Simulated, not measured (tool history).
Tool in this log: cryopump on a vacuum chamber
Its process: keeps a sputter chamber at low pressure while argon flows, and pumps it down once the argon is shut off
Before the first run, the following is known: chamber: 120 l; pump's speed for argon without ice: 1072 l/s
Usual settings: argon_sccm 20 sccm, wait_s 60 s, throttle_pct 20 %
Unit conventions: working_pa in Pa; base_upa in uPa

run     day  argon_sccm  wait_s  throttle_pct  working_pa  base_upa
  1   0.000          20      60            20      0.1671      1.45
  2   1.967          20      60            20      0.1667      1.54
  3   4.388          20      60            20      0.1671      1.53
  4   6.817          20      60            20      0.1671      1.58
  5   9.508          20      60            20      0.1678      1.61
  6  10.917          22      60            20      0.1851      1.61
  7  13.008          22      60            20      0.1865      1.76
  8  15.371          22      60            20      0.1848      1.73
  9  18.133          22      60            20      0.1867      1.82
 10  19.667          20      60            20      0.1704      1.87
     20.762  -- pump warmed up, emptied and cooled again
 11  21.292          20      60            20      0.1591      1.46
 12  23.083           9      60            20      0.0725      1.61
 13  25.425           9      60            20      0.0712      1.62
 14  28.238           9      60            20      0.0715      1.62
 15  31.196           9      60            20      0.0718      1.72
 16  33.775          20      60            20      0.1604      1.74
 17  35.571          20      60            20      0.1595      1.74
     38.312  -- leaking fittings of the chamber tightened, without venting
 18  38.638          20      60            20      0.1621      0.99
 19  40.575          20      60            20      0.1604      1.00
 20  43.542          20      60            20      0.1611      1.03
 21  45.292          20     211            49      0.0691      0.60
 22  47.042          20     211            49      0.0687      0.64
 23  49.542          20      60            25      0.1319      1.14
 24  52.308          11      69            55      0.0346      1.08
 25  55.100          27      69            19      0.2313      1.15
 26  56.779          23     196            43      0.0927      0.81
 27  58.500          23     196            43      0.0907      0.77
 28  60.971          23     196            43      0.0937      0.79
 29  62.238          23      23            34      0.1163      2.34
 30  65.183           9      27            20      0.0748      2.13
 31  67.746          20      20            44      0.0806      2.72
 32  69.696          20      60            20      0.1656      1.46
 33  71.967          22      56            20      0.1835      1.54
 34  73.338          13     133            31      0.0737      1.12

What if the next run were any one of these 4? Each begins from the tool's condition after run 34:
  A  75.575          20      60            35           ?         ?
  B  75.575          13     133            31           ?         ?
  C  75.575          31      76            16           ?         ?
  D  75.575          29      42            20           ?         ?

run  working_pa  base_upa
  A      0.1013      1.47
  B      0.0719      1.17
  C      0.3234      1.38
  D      0.2436      1.89
What these runs would have given with no unlogged condition in the tool:
run  working_pa  base_upa
  A      0.0901      0.89
  B      0.0646      0.57
  C      0.3060      0.78
  D      0.2273      1.28
